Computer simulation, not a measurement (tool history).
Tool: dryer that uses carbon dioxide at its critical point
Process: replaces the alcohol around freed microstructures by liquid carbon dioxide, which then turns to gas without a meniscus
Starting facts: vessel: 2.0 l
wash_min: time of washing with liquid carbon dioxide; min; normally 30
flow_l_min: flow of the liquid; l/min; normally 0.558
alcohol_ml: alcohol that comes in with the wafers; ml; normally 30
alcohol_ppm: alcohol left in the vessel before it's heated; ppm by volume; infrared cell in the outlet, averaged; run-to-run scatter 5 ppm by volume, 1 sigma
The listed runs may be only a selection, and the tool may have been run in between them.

run   hour  wash_min  flow_l_min  alcohol_ml  alcohol_ppm
  1    0.0        30       0.558          30           38
  2    4.5        30       0.558          30           32
  3   13.6        30       0.558          30           26
  4   21.5        30       0.558          30           33
  5   29.9        30       0.558          30           30
  6   34.7        30       0.558          30           29
  7   42.6        30       0.558          30           24
  8   48.0        30       0.558          30           26
  9   57.5        30       0.558          30           39
 10   61.7        30       0.558          30           42
 11   66.7        30       0.558          30           33
 12   70.9        30       0.558          30           36
 13   76.9        30       0.558          30           42
 14   85.1        35       0.558          30           29
 15   89.4        24       0.581          30           78
 16   98.5        24       0.581          30           80
 17  103.0        24       0.581          30           82
 18  109.1        46       0.459          30           24
 19  115.0        46       0.459          30           17
 20  122.2        28       0.395          30          231
 21  127.6        34       0.368          74          319
 22  134.5        29       0.798          74           16
 23  139.8        43       0.558          30           15
 24  147.7        30       0.345          20          208
 25  157.5        30       0.419          20          100
 26  163.0        36       0.458          74           88

How would selected steps in alcohol_ppm from run to run divide? Give the signed amount a tool lacking its hidden state would still show from settings, what came in and random variation, and the signed amount left for the hidden state, including any gauge scatter that is not in both of the compared results.
What the log doesn't record here: flow that reaches the vessel past the clogged filter, %; alcohol in the recycled carbon dioxide, ppm; drift of the gauge itself on alcohol_ppm, %.
Run 19 -> 20: wash_min 46 -> 28, flow_l_min 0.459 -> 0.395. alcohol_ppm +214 ppm by volume: hidden state +39, all else +175.
Run 21 -> 22: wash_min 34 -> 29, flow_l_min 0.368 -> 0.798. alcohol_ppm -303 ppm by volume: hidden state -62, all else -241.
